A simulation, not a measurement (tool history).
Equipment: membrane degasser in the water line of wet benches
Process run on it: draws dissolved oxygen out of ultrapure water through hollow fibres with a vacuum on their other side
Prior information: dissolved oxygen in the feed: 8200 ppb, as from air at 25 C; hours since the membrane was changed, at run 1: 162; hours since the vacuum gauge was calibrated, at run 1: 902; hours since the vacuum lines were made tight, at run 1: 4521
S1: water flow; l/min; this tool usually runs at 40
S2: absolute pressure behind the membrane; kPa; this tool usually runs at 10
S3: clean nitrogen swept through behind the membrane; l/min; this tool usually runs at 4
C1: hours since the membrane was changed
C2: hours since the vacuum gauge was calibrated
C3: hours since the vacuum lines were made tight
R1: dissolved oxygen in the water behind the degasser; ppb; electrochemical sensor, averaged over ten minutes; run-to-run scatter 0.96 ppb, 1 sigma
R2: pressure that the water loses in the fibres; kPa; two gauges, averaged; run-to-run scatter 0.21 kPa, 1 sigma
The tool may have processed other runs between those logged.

run	hour	S1	S2	S3	C1	C2	C3	R1	R2
1	0	40	10	4	162	902	4521	177.5	49.01
2	93.1	40	10	4	255	995	4614	178.8	49.33
3	174.9	40	10	4	337	1077	4696	177.7	48.84
4	351.2	40	10	4	513	1253	4872	177.2	49.15
5	431.9	40	10	4	594	1334	4953	178.4	49.05
6	525	40	10	4	687	1427	5046	178.8	49.16
7	649.8	40	10	8.99	812	1551	5171	92.5	49.22
8	781.3	40	10	8.99	943	1683	5302	93.1	49.59
9	937.7	40	10	8.99	1100	1839	5459	93.1	48.99
10	1050.2	40	12.3	4	1212	1952	5571	232	49.31
11	1152.7	40	12.3	4	1315	2054	5674	233.8	49.15
12	1312.4	40	12.3	4	1474	2214	5833	229.8	49.27
# hour 1326.8: vacuum gauge calibrated
13	1490.1	34	10	4	1651	163	6011	151	42.08
14	1683.4	40	10	4	1845	357	6204	179.7	49.39
15	1787.8	26	10	4	1949	461	6308	112.1	31.86
# hour 1847.2: vacuum gauge calibrated, once more
16	1976.6	26	10	4	2137	129	6497	109.1	32.17
17	2111.1	26	10	4	2272	264	6631	109.9	32.34
18	2261.3	26	10	4	2422	414	6781	110.3	32.06
19	2339.6	40	8.3	8.31	2500	492	6860	80.4	49.88
20	2492.6	36	10.8	4	2653	645	7013	174.1	44.84
21	2622.7	28	10.8	4	2784	776	7143	132.3	34.96
22	2769.3	28	10.8	4	2930	922	7289	133.1	35.07
23	2942.9	30	14	6.81	3104	1096	7463	123.3	37.68
24	3090.2	30	6.5	6.81	3251	1243	7610	43.3	37.66
# hour 3121.3: seals of the vacuum lines changed
25	3177.9	50	19.9	8.42	3337	1329	57	276	62.39
26	3333.1	56	11	5.73	3492	1484	212	236.1	70.33
27	3510.7	56	11	7.83	3670	1661	389	193.3	70.58
28	3666.8	56	11	7.83	3826	1818	546	192.3	70.77
29	3794.3	40	16.7	7.1	3953	1945	673	204.2	50.22
30	3987.8	40	16.7	2.22	4147	2139	867	537.2	50.56
31	4088.3	40	16.7	2.22	4247	2239	967	537.8	50.9

Forecast each of these 4 alternatives for the next run:
A	4236	40	9.4	4	4395	2387	1115	?	?
B	4236	47	10	8.56	4395	2387	1115	?	?
C	4236	36	10	8.93	4395	2387	1115	?	?
D	4236	25	10	1.65	4395	2387	1115	?	?

run	R1	R2
A	167.7	50.39
B	129.3	59.29
C	82.5	45.45
D	239.9	31.73
Stripped of hidden state, with their random variation kept, the same runs would have yielded:
run	R1	R2
A	161.1	48.66
B	121.4	57.24
C	78.4	43.88
D	235.3	30.64

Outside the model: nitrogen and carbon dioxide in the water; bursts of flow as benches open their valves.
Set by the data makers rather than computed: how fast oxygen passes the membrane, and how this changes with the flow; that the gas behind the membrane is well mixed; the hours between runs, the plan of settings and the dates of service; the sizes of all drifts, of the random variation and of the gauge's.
